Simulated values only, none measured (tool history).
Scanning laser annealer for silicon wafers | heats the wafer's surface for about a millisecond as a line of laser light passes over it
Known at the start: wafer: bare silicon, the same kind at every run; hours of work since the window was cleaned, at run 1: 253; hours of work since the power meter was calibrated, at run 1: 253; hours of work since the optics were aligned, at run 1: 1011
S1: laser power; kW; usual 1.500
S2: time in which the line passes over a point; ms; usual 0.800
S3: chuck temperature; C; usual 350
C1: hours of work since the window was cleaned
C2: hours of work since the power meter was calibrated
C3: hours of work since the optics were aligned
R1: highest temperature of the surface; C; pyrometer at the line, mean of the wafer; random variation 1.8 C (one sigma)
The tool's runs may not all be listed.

Run 1, hour 0.0: usual settings; C1 253; C2 253; C3 1011. Result: R1 1047 C.
Run 2, hour 39.4: usual settings but S2 0.652 ms; C1 279; C2 279; C3 1037. Result: R1 986 C.
Run 3, hour 71.6: usual settings but S2 0.652 ms; C1 301; C2 301; C3 1059. Result: R1 983 C.
Run 4, hour 116.4: usual settings but S2 0.652 ms; C1 331; C2 331; C3 1089. Result: R1 984 C.
Run 5, hour 167.3: usual settings but S2 0.652 ms; C1 365; C2 365; C3 1123. Result: R1 980 C.
At hour 195.9: window over the wafer cleaned.
Run 6, hour 203.5: usual settings but S2 0.652 ms; C1 5; C2 388; C3 1146. Result: R1 1009 C.
Run 7, hour 225.7: usual settings but S2 0.652 ms; C1 20; C2 403; C3 1161. Result: R1 1005 C.
Run 8, hour 267.4: usual settings but S2 0.652 ms; C1 48; C2 431; C3 1189. Result: R1 1002 C.
Run 9, hour 311.3: usual settings but S2 0.652 ms; C1 77; C2 460; C3 1218. Result: R1 1001 C.
Run 10, hour 335.6: usual settings but S2 0.751 ms; C1 94; C2 477; C3 1234. Result: R1 1040 C.
Run 11, hour 370.4: usual settings but S2 0.751 ms; C1 117; C2 500; C3 1258. Result: R1 1035 C.
Run 12, hour 397.1: usual settings but S2 0.751 ms; C1 135; C2 518; C3 1276. Result: R1 1036 C.
Run 13, hour 433.0: usual settings but S1 1.360 kW; C1 159; C2 542; C3 1300. Result: R1 983 C.
Run 14, hour 464.7: usual settings but S1 1.360 kW; C1 180; C2 563; C3 1321. Result: R1 983 C.
Run 15, hour 487.6: usual settings but S2 0.584 ms; C1 196; C2 578; C3 1336. Result: R1 963 C.
Run 16, hour 511.3: usual settings but S2 0.584 ms; C1 211; C2 594; C3 1352. Result: R1 962 C.
Run 17, hour 532.5: usual settings but S2 0.584 ms; C1 226; C2 609; C3 1366. Result: R1 958 C.
Run 18, hour 577.6: usual settings but S1 1.531 kW, S2 0.584 ms; C1 256; C2 639; C3 1397. Result: R1 971 C.
Run 19, hour 612.2: usual settings; C1 279; C2 662; C3 1420. Result: R1 1042 C.
At hour 637.3: optics aligned, line set to its width.
Run 20, hour 665.4: usual settings; C1 311; C2 694; C3 19. Result: R1 1048 C.
Run 21, hour 717.0: usual settings; C1 346; C2 729; C3 53. Result: R1 1041 C.
Run 22, hour 754.2: usual settings but S2 0.604 ms; C1 371; C2 754; C3 78. Result: R1 965 C.
At hour 771.4: window over the wafer cleaned.
Run 23, hour 807.6: usual settings but S3 381 C; C1 24; C2 788; C3 113. Result: R1 1099 C.
Run 24, hour 859.3: usual settings but S3 381 C; C1 59; C2 823; C3 148. Result: R1 1095 C.
Run 25, hour 900.9: usual settings but S3 381 C; C1 87; C2 851; C3 175. Result: R1 1094 C.
Run 26, hour 934.9: usual settings but S1 1.463 kW, S2 0.836 ms; C1 110; C2 874; C3 198. Result: R1 1052 C.
Run 27, hour 964.5: usual settings but S1 1.463 kW, S2 0.836 ms; C1 129; C2 893; C3 218. Result: R1 1053 C.
Run 28, hour 1003.0: usual settings but S1 1.305 kW, S2 0.629 ms, S3 387 C; C1 155; C2 919; C3 244. Result: R1 935 C.
Run 29, hour 1045.0: usual settings but S1 1.305 kW, S2 0.629 ms, S3 387 C; C1 183; C2 947; C3 272. Result: R1 935 C.
Run 30, hour 1096.6: usual settings but S1 1.305 kW, S2 0.629 ms, S3 387 C; C1 218; C2 982; C3 307. Result: R1 933 C.
Run 31, hour 1147.6: usual settings but S1 1.305 kW, S2 0.829 ms, S3 355 C; C1 252; C2 1016; C3 341. Result: R1 965 C.
Run 32, hour 1175.4: usual settings but S1 1.561 kW, S2 0.739 ms, S3 355 C; C1 271; C2 1035; C3 359. Result: R1 1056 C.
Run 33, hour 1219.3: usual settings but S1 1.417 kW, S3 345 C; C1 300; C2 1064; C3 389. Result: R1 997 C.
Run 34, hour 1247.2: usual settings but S1 1.488 kW, S3 368 C; C1 319; C2 1083; C3 408. Result: R1 1054 C.
Run 35, hour 1270.8: usual settings but S1 1.444 kW, S3 346 C; C1 335; C2 1099; C3 423. Result: R1 1011 C.
Run 36, hour 1317.0: usual settings but S1 1.444 kW, S3 346 C; C1 366; C2 1130; C3 454. Result: R1 1008 C.
At hour 1341.4: window over the wafer cleaned.
Run 37, hour 1364.6: usual settings but S1 1.444 kW, S2 0.669 ms, S3 346 C; C1 16; C2 1160; C3 485. Result: R1 984 C.
Run 38, hour 1411.2: usual settings but S1 1.444 kW, S2 0.669 ms, S3 346 C; C1 47; C2 1192; C3 516. Result: R1 979 C.

Run 39 comes next. What will it give?
Run 39, hour 1446.5: usual settings but S1 1.444 kW, S2 0.677 ms, S3 376 C; C1 70; C2 1215; C3 540. Result: R1 ?.

{"run 39": {"R1": 1012}}
Without the tool's hidden state the same run would have given R1 1023 C.

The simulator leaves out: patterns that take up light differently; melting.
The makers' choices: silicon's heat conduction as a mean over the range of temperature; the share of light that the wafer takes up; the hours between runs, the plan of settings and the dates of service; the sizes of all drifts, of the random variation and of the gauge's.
